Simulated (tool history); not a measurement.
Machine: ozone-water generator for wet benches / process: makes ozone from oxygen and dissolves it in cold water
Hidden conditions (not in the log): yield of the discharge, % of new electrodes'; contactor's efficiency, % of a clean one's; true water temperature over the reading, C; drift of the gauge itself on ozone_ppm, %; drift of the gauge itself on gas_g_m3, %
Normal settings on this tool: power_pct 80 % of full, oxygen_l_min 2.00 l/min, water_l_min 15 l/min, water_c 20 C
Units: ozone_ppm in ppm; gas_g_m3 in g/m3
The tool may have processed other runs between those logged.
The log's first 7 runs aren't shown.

run    hour  power_pct  oxygen_l_min  water_l_min  water_c  hours of work since the electrodes were changed  hours of work since the contactor was cleaned  hours of work since the thermometer was calibrated  ozone_ppm  gas_g_m3
      550.8  -- contactor cleaned
  8   561.0         80          2.00           15       20                                              887                                              7                                                1311       15.6     198.5
  9   662.6         80          2.00           15       20                                              961                                             81                                                1385       15.8     199.8
 10   754.5         80          2.00           15       20                                             1027                                            147                                                1451       15.7     197.9
 11   858.0         80          2.00           15       20                                             1102                                            222                                                1526       15.8     197.8
 12   946.6         80          2.00           15       20                                             1166                                            287                                                1590       15.5     196.3
 13  1037.2         80          2.00           15       20                                             1232                                            352                                                1656       15.8     195.4
 14  1107.9         80          2.00           15       20                                             1283                                            403                                                1707       15.7     195.4
 15  1170.2         80          2.00           15       20                                             1328                                            449                                                1752       15.7     196.4
     1196.6  -- gauge calibrated
 16  1247.3         80          2.00           15       20                                             1384                                            504                                                1808       15.7     199.9
 17  1308.9         80          2.00           15       20                                             1429                                            549                                                1853       15.7     200.0
 18  1357.7         87          1.44           14       16                                             1464                                            584                                                1888       17.1     254.6
 19  1423.9         49          2.00           15       27                                             1512                                            632                                                1936        9.5     130.9
 20  1486.7         90          2.33           11       22                                             1557                                            678                                                1982       22.7     205.1
 21  1594.9         59          2.33            9       22                                             1636                                            756                                                2060       18.2     142.3
 22  1651.3         63          2.36           10       14                                             1677                                            797                                                2101       19.7     149.1
 23  1702.9         90          2.00           15       25                                             1714                                            834                                                2138       16.5     220.7
 24  1791.7         90          2.00           15       25                                             1778                                            899                                                2202       16.5     216.0
 25  1901.2         90          3.25           15       25                                             1858                                            978                                                2282       17.5     173.6
 26  1977.0         67          1.50           10       15                                             1912                                           1033                                                2337       19.1     195.0
 27  2043.8         92          1.76           13       20                                             1961                                           1081                                                2385       19.9     233.9
 28  2142.3         92          2.58           19       20                                             2032                                           1152                                                2456       14.8     196.7
 29  2216.7         92          2.58           19       20                                             2086                                           1206                                                2510       14.8     195.2
 30  2303.8         64          2.00           18       20                                             2149                                           1269                                                2573       10.9     161.0
 31  2363.6         58          1.52           10       26                                             2192                                           1313                                                2616       15.0     168.1
 32  2473.1         96          1.52           21       19                                             2272                                           1392                                                2696       12.0     260.2

Here are 4 independent what-if runs from the current tool condition. What would each one return?
  A  2517.8         96          3.47           11       25                                             2304                                           1424                                                2728          ?         ?
  B  2517.8         68          1.61           21       19                                             2304                                           1424                                                2728          ?         ?
  C  2517.8         96          1.35            9       23                                             2304                                           1424                                                2728          ?         ?
  D  2517.8         80          3.45           15       20                                             2304                                           1424                                                2728          ?         ?

run  ozone_ppm  gas_g_m3
  A       23.1     175.5
  B        9.1     188.2
  C       25.7     276.5
  D       16.9     149.6
With the hidden condition removed and each run's random variation left untouched, the same runs would have given:
run  ozone_ppm  gas_g_m3
  A       23.2     181.9
  B        9.2     195.0
  C       25.8     286.6
  D       16.9     155.0
